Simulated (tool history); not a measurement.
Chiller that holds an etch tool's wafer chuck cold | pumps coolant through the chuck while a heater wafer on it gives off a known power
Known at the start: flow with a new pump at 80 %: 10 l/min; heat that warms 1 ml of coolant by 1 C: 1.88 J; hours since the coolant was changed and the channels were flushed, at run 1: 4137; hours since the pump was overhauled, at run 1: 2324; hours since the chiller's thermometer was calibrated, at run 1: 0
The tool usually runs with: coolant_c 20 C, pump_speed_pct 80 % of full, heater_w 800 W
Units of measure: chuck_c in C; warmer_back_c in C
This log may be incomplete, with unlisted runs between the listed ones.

| run | day | coolant_c | pump_speed_pct | heater_w | hours since the coolant was changed and the channels were flushed | hours since the pump was overhauled | hours since the chiller's thermometer was calibrated | chuck_c | warmer_back_c |
|---|---|---|---|---|---|---|---|---|---|
| 1 | 0.000 | 20 | 80 | 800 | 4137 | 2324 | 0 | 29.4 | 2.54 |
| 2 | 3.042 | 20 | 76 | 800 | 4210 | 2397 | 73 | 29.9 | 2.71 |
| 3 | 6.662 | 10 | 80 | 800 | 4297 | 2484 | 160 | 19.4 | 2.58 |
| 4 | 11.117 | 10 | 80 | 800 | 4404 | 2591 | 267 | 19.4 | 2.65 |
| 5 | 14.775 | 20 | 80 | 850 | 4492 | 2679 | 355 | 30.0 | 2.77 |
| 6 | 16.842 | 20 | 80 | 800 | 4542 | 2728 | 404 | 29.3 | 2.61 |
| 7 | 19.129 | 20 | 80 | 800 | 4596 | 2783 | 459 | 29.6 | 2.67 |
| 8 | 22.038 | 20 | 80 | 800 | 4666 | 2853 | 529 | 29.6 | 2.68 |
| 9 | 25.562 | 14 | 80 | 800 | 4751 | 2938 | 613 | 23.6 | 2.65 |
| 10 | 28.550 | 20 | 80 | 883 | 4823 | 3009 | 685 | 30.4 | 2.95 |
| 11 | 31.283 | 20 | 80 | 883 | 4888 | 3075 | 751 | 30.7 | 2.99 |
| 12 | 34.379 | 20 | 80 | 1053 | 4962 | 3149 | 825 | 32.6 | 3.53 |
| 13 | 37.367 | 20 | 82 | 595 | 5034 | 3221 | 897 | 27.0 | 2.09 |
| 14 | 39.438 | 17 | 62 | 1036 | 5084 | 3271 | 947 | 31.3 | 4.51 |
| 15 | 41.375 | 17 | 62 | 1036 | 5130 | 3317 | 993 | 31.2 | 4.57 |
| 16 | 44.521 | 17 | 62 | 1036 | 5206 | 3392 | 1068 | 31.2 | 4.47 |
| 17 | 48.533 | 20 | 93 | 479 | 5302 | 3489 | 1165 | 25.2 | 1.59 |
| 18 | 50.425 | 22 | 64 | 685 | 5347 | 3534 | 1210 | 31.2 | 3.08 |
| 19 | 53.054 | 22 | 61 | 472 | 5411 | 3597 | 1273 | 28.7 | 2.28 |
| 20 | 57.004 | 17 | 79 | 1114 | 5505 | 3692 | 1368 | 30.2 | 3.89 |
| 21 | 60.362 | 14 | 68 | 566 | 5586 | 3773 | 1449 | 21.4 | 2.48 |
| 22 | 64.825 | 14 | 68 | 566 | 5693 | 3880 | 1556 | 21.5 | 2.51 |
|  | 68.021 | coolant changed, channels flushed |
| 23 | 68.583 | 14 | 76 | 566 | 14 | 3964 | 1640 | 20.9 | 2.24 |

What if the next run were any one of these 3? Each begins from the tool's condition after run 23:
| A | 70.612 | 20 | 73 | 800 | 62 | 4013 | 1689 | ? | ? |
| B | 70.612 | 12 | 84 | 489 | 62 | 4013 | 1689 | ? | ? |
| C | 70.612 | 19 | 75 | 573 | 62 | 4013 | 1689 | ? | ? |

| run | chuck_c | warmer_back_c |
|---|---|---|
| A | 30.0 | 3.18 |
| B | 17.6 | 1.88 |
| C | 26.0 | 2.34 |
With the hidden condition removed and each run's random variation left untouched, the same runs would have given:
| run | chuck_c | warmer_back_c |
|---|---|---|
| A | 30.0 | 2.81 |
| B | 17.6 | 1.51 |
| C | 26.0 | 1.98 |

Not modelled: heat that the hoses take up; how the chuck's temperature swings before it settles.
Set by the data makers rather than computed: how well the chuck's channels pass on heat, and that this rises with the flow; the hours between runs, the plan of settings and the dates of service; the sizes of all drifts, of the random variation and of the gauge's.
